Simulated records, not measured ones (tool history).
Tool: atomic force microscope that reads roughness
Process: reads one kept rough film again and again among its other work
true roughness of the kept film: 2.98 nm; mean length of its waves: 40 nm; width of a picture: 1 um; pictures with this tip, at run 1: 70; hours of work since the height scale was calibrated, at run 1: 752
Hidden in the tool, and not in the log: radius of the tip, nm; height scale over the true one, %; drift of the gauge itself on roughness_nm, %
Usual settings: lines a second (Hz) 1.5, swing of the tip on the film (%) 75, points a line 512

| run | day | lines a second (Hz) | swing of the tip on the film (%) | points a line | pictures with this tip | hours of work since the height scale was calibrated | roughness of the kept film (nm (root mean square)) |
|---|---|---|---|---|---|---|---|
| 1 | 0 | 1.5 | 75 | 512 | 70 | 752 | 2.529 |
| 2 | 1.488 | 1.5 | 75 | 512 | 125 | 770 | 2.465 |
| 3 | 2.9 | 1.5 | 75 | 512 | 178 | 787 | 2.403 |
| 4 | 4.621 | 1.5 | 75 | 512 | 242 | 808 | 2.341 |
|  | 5.117 | new tip fitted |
| 5 | 6.167 | 1.5 | 75 | 512 | 39 | 827 | 2.513 |
| 6 | 7.808 | 1.5 | 75 | 512 | 100 | 847 | 2.47 |
| 7 | 9.854 | 1.5 | 75 | 512 | 176 | 872 | 2.405 |
| 8 | 11.046 | 1.5 | 75 | 512 | 220 | 886 | 2.34 |
|  | 12.079 | new tip fitted |
| 9 | 12.983 | 2.23 | 75 | 512 | 34 | 910 | 2.415 |
| 10 | 14.262 | 1.47 | 81 | 590 | 81 | 925 | 2.419 |
| 11 | 15.454 | 1.47 | 81 | 590 | 126 | 940 | 2.353 |
| 12 | 17.225 | 2.65 | 61 | 768 | 191 | 961 | 2.412 |
| 13 | 18.475 | 2.65 | 61 | 768 | 238 | 977 | 2.36 |
|  | 19.112 | new tip fitted |
| 14 | 19.758 | 1.38 | 61 | 768 | 24 | 992 | 2.677 |
| 15 | 21.8 | 1.38 | 61 | 768 | 100 | 1017 | 2.594 |
| 16 | 23.371 | 1.38 | 61 | 768 | 158 | 1036 | 2.535 |
| 17 | 24.296 | 0.98 | 57 | 512 | 193 | 1047 | 2.518 |

Forecast each of these 5 alternatives for the next run:
|  | 26.071 | new tip fitted |
| A | 26.283 | 2.45 | 58 | 512 | 8 | 1071 | ? |
|  | 26.071 | new tip fitted |
| B | 26.283 | 1.57 | 87 | 575 | 8 | 1071 | ? |
|  | 26.071 | new tip fitted |
| C | 26.283 | 2.61 | 57 | 512 | 8 | 1071 | ? |
|  | 26.071 | new tip fitted |
| D | 26.283 | 3.01 | 78 | 850 | 8 | 1071 | ? |
|  | 26.071 | new tip fitted |
| E | 26.283 | 0.98 | 73 | 512 | 8 | 1071 | ? |

| run | roughness of the kept film (nm (root mean square)) |
|---|---|
| A | 2.646 |
| B | 2.405 |
| C | 2.67 |
| D | 2.296 |
| E | 2.675 |
Without the tool's hidden state the same runs would have given:
| run | roughness of the kept film (nm (root mean square)) |
|---|---|
| A | 2.702 |
| B | 2.456 |
| C | 2.727 |
| D | 2.344 |
| E | 2.731 |
